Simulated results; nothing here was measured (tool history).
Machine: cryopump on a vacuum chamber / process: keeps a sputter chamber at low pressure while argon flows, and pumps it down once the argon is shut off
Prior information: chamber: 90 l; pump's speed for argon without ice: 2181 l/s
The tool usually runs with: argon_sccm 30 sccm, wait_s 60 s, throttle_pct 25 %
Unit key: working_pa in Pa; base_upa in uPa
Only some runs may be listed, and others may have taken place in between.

Run 1, hour 0: usual settings. Result: working_pa 0.0957 Pa, base_upa 1.85 uPa.
Run 2, hour 41.6: usual settings. Result: working_pa 0.0952 Pa, base_upa 1.97 uPa.
Run 3, hour 69.8: usual settings. Result: working_pa 0.0949 Pa, base_upa 1.98 uPa.
Run 4, hour 109.4: usual settings but wait_s 45 s. Result: working_pa 0.0951 Pa, base_upa 2.3 uPa.
Run 5, hour 139.2: usual settings but wait_s 45 s. Result: working_pa 0.0952 Pa, base_upa 2.29 uPa.
Run 6, hour 178.9: usual settings but wait_s 45 s. Result: working_pa 0.0956 Pa, base_upa 2.31 uPa.
Run 7, hour 210.8: usual settings. Result: working_pa 0.0943 Pa, base_upa 1.98 uPa.
Run 8, hour 239.2: usual settings but argon_sccm 25 sccm. Result: working_pa 0.0794 Pa, base_upa 2.04 uPa.
Run 9, hour 278.4: usual settings but argon_sccm 34 sccm, wait_s 83 s, throttle_pct 53 %. Result: working_pa 0.0525 Pa, base_upa 1.7 uPa.
Run 10, hour 313.1: usual settings but argon_sccm 34 sccm, wait_s 83 s, throttle_pct 53 %. Result: working_pa 0.0541 Pa, base_upa 1.73 uPa.
Run 11, hour 359.1: usual settings but argon_sccm 33 sccm, wait_s 83 s, throttle_pct 53 %. Result: working_pa 0.0512 Pa, base_upa 1.79 uPa.
Run 12, hour 391.5: usual settings but argon_sccm 23 sccm, wait_s 64 s. Result: working_pa 0.074 Pa, base_upa 1.99 uPa.
Run 13, hour 426: usual settings but argon_sccm 23 sccm, wait_s 64 s, throttle_pct 20 %. Result: working_pa 0.0925 Pa, base_upa 1.95 uPa.
Run 14, hour 455.3: usual settings but argon_sccm 23 sccm, wait_s 64 s, throttle_pct 20 %. Result: working_pa 0.0928 Pa, base_upa 1.99 uPa.
Run 15, hour 475: usual settings but argon_sccm 31 sccm, wait_s 109 s, throttle_pct 49 %. Result: working_pa 0.0528 Pa, base_upa 1.6 uPa.

Here are 4 independent what-if runs from the current tool condition. What would each one return?
At hour 499.1: leaking fittings of the chamber tightened, without venting.
Run A, hour 512.2: usual settings but argon_sccm 42 sccm, wait_s 39 s, throttle_pct 26 %. Result: working_pa ?, base_upa ?.
At hour 499.1: leaking fittings of the chamber tightened, without venting.
Run B, hour 512.2: usual settings but wait_s 247 s, throttle_pct 22 %. Result: working_pa ?, base_upa ?.
At hour 499.1: leaking fittings of the chamber tightened, without venting.
Run C, hour 512.2: usual settings but argon_sccm 36 sccm, wait_s 109 s, throttle_pct 16 %. Result: working_pa ?, base_upa ?.
At hour 499.1: leaking fittings of the chamber tightened, without venting.
Run D, hour 512.2: usual settings but argon_sccm 28 sccm, wait_s 139 s. Result: working_pa ?, base_upa ?.

run  working_pa  base_upa
  A       0.131      1.79
  B      0.1101      0.46
  C      0.1802      0.72
  D      0.0902      0.59
With the hidden condition removed and each run's random variation left untouched, the same runs would have given:
run  working_pa  base_upa
  A      0.1253      1.76
  B       0.106      0.42
  C      0.1752      0.68
  D      0.0864      0.56
